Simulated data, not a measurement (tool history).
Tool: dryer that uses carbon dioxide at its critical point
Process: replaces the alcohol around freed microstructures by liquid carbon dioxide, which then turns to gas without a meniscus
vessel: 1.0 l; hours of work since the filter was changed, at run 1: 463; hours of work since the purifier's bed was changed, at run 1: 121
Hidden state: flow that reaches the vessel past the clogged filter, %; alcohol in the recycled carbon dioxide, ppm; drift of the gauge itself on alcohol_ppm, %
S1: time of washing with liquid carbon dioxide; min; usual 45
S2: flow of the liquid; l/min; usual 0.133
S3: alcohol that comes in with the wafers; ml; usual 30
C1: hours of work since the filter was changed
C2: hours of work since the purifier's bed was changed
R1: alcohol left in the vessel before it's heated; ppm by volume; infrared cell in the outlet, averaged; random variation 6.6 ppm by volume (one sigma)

run	hour	S1	S2	S3	C1	C2	R1
1	0	45	0.133	30	463	121	459
2	5.6	45	0.133	64	465	124	963
3	13.9	45	0.133	30	469	128	467
4	19.8	45	0.133	30	472	130	474
5	27.6	45	0.133	30	476	134	484
6	31.8	45	0.133	30	478	136	492
7	37	45	0.133	30	480	139	467
8	46	30	0.133	30	484	143	1833
9	51.4	45	0.133	51	487	145	783
10	58.9	45	0.108	30	490	149	1079
11	64	45	0.108	30	493	151	1042
12	72.1	45	0.108	30	497	155	1069
13	80.8	45	0.108	30	501	159	1073
14	85	45	0.08	30	503	161	2575
15	93.5	65	0.172	24	507	165	64
16	99.5	45	0.133	20	510	168	359
17	107	45	0.133	20	513	172	352
# hour 108.5: inlet filter changed
18	113.6	45	0.133	20	2	174	253
19	118.7	64	0.105	20	5	177	171
20	127.7	61	0.224	62	9	181	62
21	134.2	33	0.213	40	12	184	214
22	139.1	45	0.133	44	14	186	487
23	143.1	59	0.154	35	16	188	89
24	151.4	45	0.116	53	20	192	1029
25	155.6	46	0.083	30	22	194	1669
26	163.6	46	0.098	30	26	198	1038

Some steps in R1 between neighbouring runs. How much of each would the tool show without its hidden state too (settings, what came in, random variation), and how much is left for the hidden state, with any gauge scatter that isn't in both results?
Run 7 -> 8: S1 45 -> 30. R1 +1366 ppm by volume: hidden state +311, all else +1055.
Run 13 -> 14: S2 0.108 -> 0.08. R1 +1502 ppm by volume: hidden state +286, all else +1216.
Run 14 -> 15: S1 45 -> 65, S2 0.08 -> 0.172, S3 30 -> 24. R1 -2511 ppm by volume: hidden state -595, all else -1916.
